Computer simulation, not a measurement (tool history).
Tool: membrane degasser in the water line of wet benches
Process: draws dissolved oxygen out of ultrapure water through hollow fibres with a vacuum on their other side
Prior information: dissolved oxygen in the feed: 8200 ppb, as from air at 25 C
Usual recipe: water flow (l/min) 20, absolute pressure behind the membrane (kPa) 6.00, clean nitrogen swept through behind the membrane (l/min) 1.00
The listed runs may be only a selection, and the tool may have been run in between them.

| run | hour | water flow (l/min) | absolute pressure behind the membrane (kPa) | clean nitrogen swept through behind the membrane (l/min) | dissolved oxygen in the water behind the degasser (ppb) | pressure that the water loses in the fibres (kPa) |
|---|---|---|---|---|---|---|
| 1 | 0.0 | 20 | 6.00 | 1.00 | 171.2 | 30.71 |
| 2 | 134.7 | 20 | 6.00 | 1.00 | 174.9 | 30.74 |
| 3 | 402.5 | 20 | 6.00 | 1.00 | 174.3 | 30.64 |
| 4 | 612.4 | 20 | 6.00 | 1.00 | 174.8 | 30.70 |
| 5 | 793.5 | 26 | 6.00 | 1.00 | 243.7 | 40.01 |
| 6 | 1089.2 | 26 | 6.00 | 1.00 | 247.3 | 40.29 |
| 7 | 1356.2 | 26 | 6.00 | 1.00 | 246.9 | 40.57 |
| 8 | 1672.2 | 26 | 6.00 | 1.00 | 249.8 | 40.49 |
| 9 | 1807.2 | 20 | 5.57 | 1.00 | 166.4 | 31.57 |
| 10 | 1950.7 | 20 | 5.57 | 1.00 | 171.4 | 31.41 |
|  | 2103.8 | seals of the vacuum lines changed |
| 11 | 2103.8 | 20 | 5.57 | 1.00 | 169.8 | 31.44 |
| 12 | 2388.5 | 20 | 5.57 | 1.00 | 172.5 | 31.44 |
| 13 | 2527.6 | 20 | 5.57 | 1.00 | 171.1 | 31.55 |
| 14 | 2664.3 | 20 | 5.57 | 1.00 | 170.3 | 31.75 |
| 15 | 2872.4 | 20 | 5.57 | 1.00 | 172.3 | 31.86 |
| 16 | 3086.6 | 20 | 5.57 | 1.00 | 177.7 | 31.85 |
| 17 | 3256.7 | 20 | 5.57 | 1.00 | 176.4 | 32.21 |
| 18 | 3461.1 | 15 | 6.00 | 0.61 | 203.4 | 24.25 |
| 19 | 3673.6 | 28 | 4.40 | 0.81 | 222.8 | 44.89 |
| 20 | 3939.2 | 18 | 6.46 | 0.81 | 225.1 | 29.33 |
| 21 | 4243.2 | 25 | 5.13 | 1.00 | 223.8 | 40.46 |
| 22 | 4500.0 | 23 | 6.44 | 1.00 | 274.1 | 37.40 |
| 23 | 4808.5 | 20 | 9.07 | 0.62 | 477.7 | 32.84 |
| 24 | 5139.4 | 20 | 13.74 | 0.62 | 759.7 | 33.26 |
|  | 5254.7 | seals of the vacuum lines changed |
| 25 | 5463.4 | 31 | 6.00 | 1.75 | 275.4 | 51.91 |
|  | 5483.7 | membrane cartridge changed |
| 26 | 5746.0 | 31 | 6.00 | 1.75 | 225.8 | 45.80 |
| 27 | 6046.9 | 14 | 4.62 | 1.00 | 85.3 | 20.56 |
| 28 | 6276.8 | 14 | 4.62 | 1.00 | 87.0 | 20.64 |
| 29 | 6594.4 | 14 | 4.62 | 1.00 | 86.6 | 20.90 |
|  | 6788.1 | vacuum gauge calibrated |
| 30 | 6832.4 | 29 | 6.00 | 1.00 | 246.9 | 43.47 |
| 31 | 6972.2 | 18 | 6.00 | 0.49 | 233.0 | 27.14 |
| 32 | 7130.2 | 18 | 9.45 | 2.90 | 121.7 | 27.03 |

Below are 3 alternative next runs, each starting from the tool's condition after run 32. Predict each:
| A | 7403.7 | 22 | 5.94 | 0.70 | ? | ? |
| B | 7403.7 | 14 | 13.04 | 0.85 | ? | ? |
| C | 7403.7 | 18 | 10.02 | 1.02 | ? | ? |

| run | dissolved oxygen in the water behind the degasser (ppb) | pressure that the water loses in the fibres (kPa) |
|---|---|---|
| A | 228.2 | 33.00 |
| B | 379.5 | 21.29 |
| C | 295.0 | 27.04 |
With no hidden state in the tool, these same runs would have given:
| run | dissolved oxygen in the water behind the degasser (ppb) | pressure that the water loses in the fibres (kPa) |
|---|---|---|
| A | 217.8 | 32.14 |
| B | 369.4 | 20.74 |
| C | 285.8 | 26.34 |
